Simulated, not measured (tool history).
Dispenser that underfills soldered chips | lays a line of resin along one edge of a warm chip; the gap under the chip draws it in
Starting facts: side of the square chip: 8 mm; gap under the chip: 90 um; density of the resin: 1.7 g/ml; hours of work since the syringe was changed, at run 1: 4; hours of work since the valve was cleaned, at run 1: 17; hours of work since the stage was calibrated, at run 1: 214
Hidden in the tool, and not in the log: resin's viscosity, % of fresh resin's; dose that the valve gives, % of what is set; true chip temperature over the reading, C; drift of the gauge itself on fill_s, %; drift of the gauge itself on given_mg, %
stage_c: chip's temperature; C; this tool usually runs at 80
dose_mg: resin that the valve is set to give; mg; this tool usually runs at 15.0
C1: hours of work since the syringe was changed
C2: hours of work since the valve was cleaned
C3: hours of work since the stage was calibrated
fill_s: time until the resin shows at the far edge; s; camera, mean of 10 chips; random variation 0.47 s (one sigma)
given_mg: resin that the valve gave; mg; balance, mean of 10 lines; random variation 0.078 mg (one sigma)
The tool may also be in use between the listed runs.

Run 1, day 0.000: usual settings; C1 4; C2 17; C3 214. Result: fill_s 42.7 s, given_mg 14.69 mg.
At day 0.238: new syringe of resin.
Run 2, day 0.417: usual settings; C1 3; C2 23; C3 220. Result: fill_s 39.8 s, given_mg 14.62 mg.
At day 0.725: new syringe of resin.
Run 3, day 0.912: usual settings; C1 3; C2 31; C3 228. Result: fill_s 40.3 s, given_mg 14.56 mg.
At day 1.171: new syringe of resin.
At day 1.612: new syringe of resin.
Run 4, day 1.612: usual settings; C1 0; C2 41; C3 238. Result: fill_s 34.9 s, given_mg 14.36 mg.
At day 2.083: new syringe of resin.
Run 5, day 2.100: usual settings; C1 0; C2 49; C3 246. Result: fill_s 35.4 s, given_mg 14.27 mg.
At day 2.571: new syringe of resin.
Run 6, day 2.792: usual settings; C1 3; C2 60; C3 257. Result: fill_s 41.9 s, given_mg 14.14 mg.
At day 3.021: new syringe of resin.
At day 3.458: new syringe of resin.
Run 7, day 3.458: usual settings but stage_c 71 C; C1 0; C2 70; C3 267. Result: fill_s 47.6 s, given_mg 13.90 mg.
At day 3.892: new syringe of resin.
Run 8, day 3.938: usual settings but stage_c 71 C; C1 1; C2 77; C3 274. Result: fill_s 48.3 s, given_mg 13.94 mg.
At day 4.350: new syringe of resin.
Run 9, day 4.350: usual settings but stage_c 71 C, dose_mg 18.8 mg; C1 0; C2 83; C3 280. Result: fill_s 46.3 s, given_mg 17.37 mg.
At day 4.433: dispensing valve cleaned and set on the balance.
At day 4.858: new syringe of resin.
Run 10, day 4.879: usual settings but stage_c 71 C, dose_mg 18.8 mg; C1 0; C2 7; C3 288. Result: fill_s 47.5 s, given_mg 18.62 mg.
Run 11, day 5.262: usual settings but stage_c 71 C, dose_mg 18.8 mg; C1 6; C2 13; C3 294. Result: fill_s 65.7 s, given_mg 18.65 mg.
At day 5.308: new syringe of resin.
Run 12, day 5.646: usual settings but stage_c 71 C, dose_mg 18.8 mg; C1 5; C2 19; C3 300. Result: fill_s 60.9 s, given_mg 18.25 mg.
At day 5.771: new syringe of resin.
Run 13, day 6.000: usual settings but stage_c 71 C, dose_mg 18.8 mg; C1 4; C2 24; C3 305. Result: fill_s 55.7 s, given_mg 18.34 mg.
At day 6.262: new syringe of resin.
Run 14, day 6.583: usual settings but stage_c 70 C; C1 5; C2 33; C3 314. Result: fill_s 63.0 s, given_mg 14.47 mg.
At day 6.725: new syringe of resin.
Run 15, day 7.104: usual settings; C1 6; C2 41; C3 322. Result: fill_s 48.4 s, given_mg 14.50 mg.
At day 7.158: new syringe of resin.
At day 7.625: new syringe of resin.
Run 16, day 7.633: usual settings; C1 0; C2 49; C3 330. Result: fill_s 34.7 s, given_mg 14.36 mg.
At day 8.067: new syringe of resin.
Run 17, day 8.346: usual settings; C1 4; C2 60; C3 341. Result: fill_s 44.5 s, given_mg 14.06 mg.
At day 8.504: new syringe of resin.
At day 8.958: new syringe of resin.
Run 18, day 9.054: usual settings; C1 1; C2 71; C3 352. Result: fill_s 37.1 s, given_mg 13.93 mg.
At day 9.408: new syringe of resin.
Run 19, day 9.729: usual settings but stage_c 85 C, dose_mg 17.0 mg; C1 5; C2 81; C3 362. Result: fill_s 38.2 s, given_mg 15.74 mg.
At day 9.850: new syringe of resin.
At day 9.988: dispensing valve cleaned and set on the balance.
At day 10.379: new syringe of resin.
Run 20, day 10.379: usual settings but stage_c 66 C, dose_mg 14.9 mg; C1 0; C2 6; C3 371. Result: fill_s 53.0 s, given_mg 14.80 mg.
At day 10.817: new syringe of resin.
Run 21, day 10.817: usual settings but stage_c 66 C, dose_mg 14.9 mg; C1 0; C2 13; C3 378. Result: fill_s 54.4 s, given_mg 14.72 mg.
At day 11.267: new syringe of resin.
Run 22, day 11.400: usual settings but stage_c 66 C, dose_mg 14.9 mg; C1 2; C2 22; C3 387. Result: fill_s 62.9 s, given_mg 14.51 mg.
At day 11.742: new syringe of resin.
Run 23, day 12.117: usual settings but stage_c 66 C, dose_mg 14.9 mg; C1 6; C2 33; C3 398. Result: fill_s 75.8 s, given_mg 14.39 mg.
At day 12.175: new syringe of resin.
At day 12.654: new syringe of resin.
Run 24, day 12.858: usual settings but stage_c 78 C, dose_mg 17.8 mg; C1 3; C2 44; C3 409. Result: fill_s 43.9 s, given_mg 17.01 mg.

Estimate the outcome of run 25 from the log above:
At day 13.117: new syringe of resin.
At day 13.558: new syringe of resin.
Run 25, day 13.588: usual settings but stage_c 65 C, dose_mg 18.8 mg; C1 0; C2 55; C3 420. Result: fill_s ?, given_mg ?.

Run 25 gave fill_s 57.0 s, given_mg 17.79 mg.
Take away the tool's hidden state, keep the run-to-run variation as it was, and the same run would have given fill_s 60.7 s, given_mg 18.84 mg.

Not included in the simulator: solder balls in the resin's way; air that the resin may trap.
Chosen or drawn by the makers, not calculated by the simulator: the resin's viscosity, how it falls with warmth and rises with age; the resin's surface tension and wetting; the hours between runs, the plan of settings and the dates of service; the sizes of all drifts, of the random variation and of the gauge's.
